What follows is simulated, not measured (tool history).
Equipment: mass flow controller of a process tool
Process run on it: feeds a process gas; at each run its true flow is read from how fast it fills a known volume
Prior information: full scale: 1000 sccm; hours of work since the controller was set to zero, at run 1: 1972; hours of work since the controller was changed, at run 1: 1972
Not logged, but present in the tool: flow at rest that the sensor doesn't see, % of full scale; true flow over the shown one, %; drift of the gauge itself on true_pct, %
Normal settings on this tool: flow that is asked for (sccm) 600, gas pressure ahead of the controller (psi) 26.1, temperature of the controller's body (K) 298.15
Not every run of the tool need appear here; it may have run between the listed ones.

run	hour	flow that is asked for (sccm)	gas pressure ahead of the controller (psi)	temperature of the controller's body (K)	hours of work since the controller was set to zero	hours of work since the controller was changed	true flow (%)
1	0	600	26.1	298.15	1972	1972	99.8
2	114.2	600	26.1	298.15	2021	2021	99.7
3	306.2	600	26.1	307.15	2102	2102	99.55
4	446	600	26.1	307.15	2162	2162	99.61
5	710.6	600	26.1	307.15	2274	2274	99.75
6	881.7	600	26.1	307.15	2346	2346	99.64
7	1108.2	600	26.1	298.15	2442	2442	100.23
8	1363.8	600	26.1	298.15	2551	2551	100.3
9	1619.1	600	26.1	298.15	2659	2659	100.38
10	1749.9	600	26.1	301.15	2715	2715	100.31
11	1968.6	600	26.1	299.15	2807	2807	100.46
12	2086.8	600	26.1	298.15	2857	2857	100.58
13	2268.4	600	26.1	298.15	2934	2934	100.76
14	2481.4	600	26.1	298.15	3025	3025	100.8
15	2614.4	600	26.1	298.15	3081	3081	100.84

Estimate the outcome of run 16 from the log above:
16	2798.1	288	32.8	298.15	3159	3159	?

Run 16 yielded true flow (%) 100.32.
Were there no unlogged condition in the tool, this run, its random variation unchanged, would have produced true flow (%) 99.19.

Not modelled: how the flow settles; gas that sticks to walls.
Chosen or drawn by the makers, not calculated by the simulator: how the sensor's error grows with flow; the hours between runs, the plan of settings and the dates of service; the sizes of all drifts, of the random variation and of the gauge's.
